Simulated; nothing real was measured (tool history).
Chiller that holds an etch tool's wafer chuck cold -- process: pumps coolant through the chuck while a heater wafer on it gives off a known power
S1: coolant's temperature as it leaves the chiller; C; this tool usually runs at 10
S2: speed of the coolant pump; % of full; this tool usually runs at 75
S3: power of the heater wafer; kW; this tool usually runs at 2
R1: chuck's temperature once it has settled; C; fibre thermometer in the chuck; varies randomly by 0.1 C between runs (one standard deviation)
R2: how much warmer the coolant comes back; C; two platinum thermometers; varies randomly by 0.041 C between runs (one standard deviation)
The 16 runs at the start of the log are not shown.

| run | day | S1 | S2 | S3 | R1 | R2 |
|---|---|---|---|---|---|---|
| 17 | 41.638 | 10 | 75 | 1.35 | 21.4 | 6.99 |
| 18 | 43.675 | 10 | 67 | 1.754 | 26.6 | 10.27 |
| 19 | 45.638 | 16 | 69 | 2 | 34.5 | 11.4 |
|  | 46.096 | coolant pump overhauled |
|  | 48.321 | coolant changed, channels flushed |
| 20 | 48.829 | 4 | 69 | 2.055 | 22.6 | 12.76 |
|  | 51.708 | coolant pump overhauled, once more |
| 21 | 52.429 | 10 | 84 | 2.555 | 27.3 | 10.38 |
| 22 | 54.579 | 19 | 84 | 1.426 | 28.5 | 5.84 |
| 23 | 56.562 | 19 | 87 | 1.433 | 28.4 | 5.61 |
| 24 | 58.279 | 13 | 70 | 2 | 28.5 | 9.91 |
| 25 | 60.446 | 3 | 70 | 2 | 18.5 | 9.95 |
|  | 60.642 | chiller's thermometer calibrated |
| 26 | 63.979 | 5 | 70 | 1.341 | 15.8 | 6.67 |
| 27 | 66.842 | 5 | 70 | 1.341 | 15.7 | 6.64 |
| 28 | 68.962 | 3 | 63 | 1.341 | 14.7 | 7.51 |
| 29 | 70.925 | 3 | 66 | 1.341 | 14.4 | 7.1 |
| 30 | 74.029 | 16 | 75 | 2 | 31.4 | 9.3 |
| 31 | 75.567 | 2 | 98 | 1.585 | 12 | 5.57 |

Each row is a separate what-if for the run after 31, all from the same tool condition, not one after another. Results?
| A | 77.625 | 10 | 67 | 1.403 | ? | ? |
| B | 77.625 | 0 | 86 | 1.585 | ? | ? |
| C | 77.625 | 15 | 92 | 1.952 | ? | ? |

| run | R1 | R2 |
|---|---|---|
| A | 21.7 | 7.33 |
| B | 11.1 | 6.31 |
| C | 27.9 | 7.38 |
Had the tool no hidden state, the same runs would have come out as:
| run | R1 | R2 |
|---|---|---|
| A | 21.5 | 7.29 |
| B | 10.9 | 6.28 |
| C | 27.7 | 7.34 |

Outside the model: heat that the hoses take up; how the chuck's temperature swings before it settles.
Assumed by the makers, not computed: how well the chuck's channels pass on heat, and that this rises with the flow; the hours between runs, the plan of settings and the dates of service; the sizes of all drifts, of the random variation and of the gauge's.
